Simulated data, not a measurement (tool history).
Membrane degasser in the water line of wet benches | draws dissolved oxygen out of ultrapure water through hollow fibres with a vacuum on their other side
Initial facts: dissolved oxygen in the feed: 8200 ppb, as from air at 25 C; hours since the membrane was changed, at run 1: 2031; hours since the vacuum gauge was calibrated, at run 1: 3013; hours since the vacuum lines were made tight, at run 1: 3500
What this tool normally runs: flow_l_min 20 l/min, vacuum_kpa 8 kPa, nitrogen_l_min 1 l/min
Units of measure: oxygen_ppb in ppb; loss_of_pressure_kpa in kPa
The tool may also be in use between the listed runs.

run,hour,flow_l_min,vacuum_kpa,nitrogen_l_min,hours since the membrane was changed,hours since the vacuum gauge was calibrated,hours since the vacuum lines were made tight,oxygen_ppb,loss_of_pressure_kpa
1,0,20,8,1,2031,3013,3500,218.1,59.61
2,26.7,20,8,1,2057,3040,3527,222.7,60.17
3,87.2,20,8,1,2118,3100,3588,225.9,59.27
4,127.3,20,8,1,2158,3140,3628,227.5,59.47
5,184.5,20,8,1,2215,3197,3685,225.8,59.82
6,219.5,20,8,1,2250,3232,3720,226.3,60.12
7,247.3,20,8,1,2278,3260,3748,226.2,60.15
8,285.7,16,8,1,2316,3299,3786,186,47.87
9,318.9,16,8,1,2349,3332,3819,185.9,47.43
# hour 323.6: vacuum gauge calibrated
10,351.3,16,8,1,2381,28,3851,187.1,48
11,401.7,16,8,1,2432,78,3902,188.9,47.49
12,452,16,8,1,2482,128,3952,189.9,47.81
13,493.1,16,8,1,2523,169,3993,185.6,47.58
14,523.1,20,8,1,2553,200,4023,229.1,59.61
15,561.7,22,8,1,2592,238,4062,250.6,65.89
16,595.8,19,8,1,2626,272,4096,220.2,56.61
17,643.9,20,7.08,1,2674,320,4144,185.7,59.99
# hour 650.6: vacuum gauge calibrated, once more
18,672.9,20,7.08,1,2702,22,4172,173.7,59.94
19,721.5,16,7.08,0.89,2751,71,4221,155.1,47.76
# hour 754.7: seals of the vacuum lines changed
20,766,15,5.75,2.34,2793,113,11,40.3,44.7
21,820.6,14,6.66,1,2848,168,66,111.7,42.02
22,857.4,13,16.61,1,2885,205,103,389.8,39.12
23,914.9,25,10.14,2.83,2942,262,160,148.3,74.59

For run 24, what comes out?
24,945.7,19,14.73,1.49,2973,293,191,?,?

oxygen_ppb: 327.4 ppb
loss_of_pressure_kpa: 56.96 kPa
The same run, on a tool lacking any hidden state, would have yielded oxygen_ppb 326.5 ppb, loss_of_pressure_kpa 55.8 kPa.
